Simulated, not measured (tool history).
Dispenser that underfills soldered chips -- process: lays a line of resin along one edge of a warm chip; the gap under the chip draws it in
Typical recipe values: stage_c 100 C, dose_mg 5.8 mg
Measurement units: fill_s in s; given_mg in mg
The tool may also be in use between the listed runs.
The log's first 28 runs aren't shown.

run	hour	stage_c	dose_mg	fill_s	given_mg
29	100.7	114	5.56	162.6	5.48
30	103.4	107	6.76	220	6.64
31	105.7	106	6.81	248	6.69
# hour 106.7: new syringe of resin
32	110.6	106	6.81	124.2	6.63
33	113.8	106	6.81	150.4	6.7
34	117.4	93	6.32	266.4	6.14
35	119.9	112	5.31	185.6	5.11
36	122	112	5.31	209.1	5.13

Consider 4 possible next runs. They are alternatives, not a sequence: every one starts from the tool as it was left by run 36. What does each give?
A	124	92	7.11	?	?
B	124	115	5.31	?	?
C	124	91	5.31	?	?
D	124	110	5.8	?	?

run	fill_s	given_mg
A	385.8	6.85
B	212.5	5.16
C	411.5	5.22
D	242.9	5.73
Take away the tool's hidden state, keep each run's random variation, and the runs would have read:
run	fill_s	given_mg
A	152	7.05
B	83	5.3
C	161.4	5.37
D	95.4	5.89

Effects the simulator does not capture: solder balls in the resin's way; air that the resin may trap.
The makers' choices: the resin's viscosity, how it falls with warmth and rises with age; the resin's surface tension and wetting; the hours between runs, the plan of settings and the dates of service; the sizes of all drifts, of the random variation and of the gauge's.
